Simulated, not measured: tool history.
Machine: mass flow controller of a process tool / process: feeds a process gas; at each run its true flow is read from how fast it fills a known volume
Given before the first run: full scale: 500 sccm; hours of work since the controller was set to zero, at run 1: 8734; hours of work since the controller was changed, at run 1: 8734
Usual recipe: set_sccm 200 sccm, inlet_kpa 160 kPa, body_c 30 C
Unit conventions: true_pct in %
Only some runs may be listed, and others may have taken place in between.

run     hour  set_sccm  inlet_kpa  body_c  hours of work since the controller was set to zero  hours of work since the controller was changed  true_pct
  1      0.0       200        160      30                                                8734                                            8734     96.44
       135.7  -- controller's zero set anew
  2    461.8       200        160      30                                                 206                                            9026     95.22
  3    783.0       200        160      30                                                 410                                            9229     95.26
  4   1300.0       200        160      30                                                 737                                            9557     95.12
  5   1798.4       200        160      25                                                1052                                            9872     95.83
  6   2251.2       200        160      30                                                1339                                           10159     95.12
      2385.5  -- controller's zero set anew, once more
  7   2553.5       200        160      30                                                 106                                           10350     98.47
  8   2800.5       200        160      30                                                 263                                           10506     98.46
  9   3222.4       200        167      30                                                 530                                           10773     98.47
 10   3697.6       200        167      30                                                 830                                           11074     98.36
 11   3980.7       200        160      30                                                1010                                           11253     98.55
 12   4523.7        52        160      30                                                1353                                           11597     96.48
 13   5086.8        77        160      30                                                1710                                           11953     97.00
 14   5633.8       318        160      30                                                2056                                           12299     99.10
 15   5929.0       200        160      30                                                2243                                           12486     98.18
 16   6379.0       200        160      30                                                2528                                           12771     98.21
 17   6717.2       200        160      30                                                2742                                           12985     98.29
 18   7248.1       200        160      30                                                3078                                           13321     98.17
 19   7644.5       200        160      30                                                3329                                           13572     97.98
      7905.3  -- controller exchanged for a calibrated one
 20   8152.0       200        160      27                                                 156                                             156     98.26
 21   8417.2       200        160      27                                                 324                                             324     98.11
 22   8778.2       200        160      27                                                 553                                             553     98.09
 23   9328.3       250        151      31                                                 901                                             901     97.89
 24   9837.1       320        231      21                                                1223                                            1223     99.48
 25  10093.4       320        142      21                                                1385                                            1385     99.51
 26  10530.3       112        160      38                                                1661                                            1661     95.86
 27  10873.6       206        160      38                                                1879                                            1879     96.80
 28  11151.5       206        160      38                                                2055                                            2055     96.71
 29  11700.5       254        160      32                                                2402                                            2402     97.81
 30  12215.8       254        160      32                                                2728                                            2728     97.76
 31  12579.0       200        160      39                                                2958                                            2958     96.39
 32  13086.4       200        160      39                                                3279                                            3279     96.34
 33  13581.5       200        146      39                                                3593                                            3593     96.35
 34  14002.8       393        147      25                                                3859                                            3859     99.56
 35  14297.3       393        147      25                                                4046                                            4046     99.38
 36  14567.7       393        147      25                                                4217                                            4217     99.56
 37  15105.3        59        184      24                                                4557                                            4557     94.78
 38  15675.4        86        268      30                                                4918                                            4918     94.99
 39  16021.2        53        268      35                                                5137                                            5137     92.56
 40  16343.3       161        145      25                                                5341                                            5341     97.21
 41  16702.8        82        143      23                                                5568                                            5568     95.53
 42  17011.9       256        143      37                                                5764                                            5764     96.93
 43  17497.6       256        227      24                                                6071                                            6071     98.18

Forecast each of these 5 alternatives for the next run:
  A  17929.0       256        274      23                                                6344                                            6344         ?
  B  17929.0       256        182      24                                                6344                                            6344         ?
  C  17929.0       199        154      24                                                6344                                            6344         ?
  D  17929.0        60        215      33                                                6344                                            6344         ?
  E  17929.0       200        148      32                                                6344                                            6344         ?

run  true_pct
  A     98.25
  B     98.55
  C     97.86
  D     92.63
  E     97.01
The same runs, with their run-to-run variation unchanged, on a tool lacking any hidden condition would have given:
run  true_pct
  A     98.69
  B     98.99
  C     98.61
  D     96.68
  E     97.76
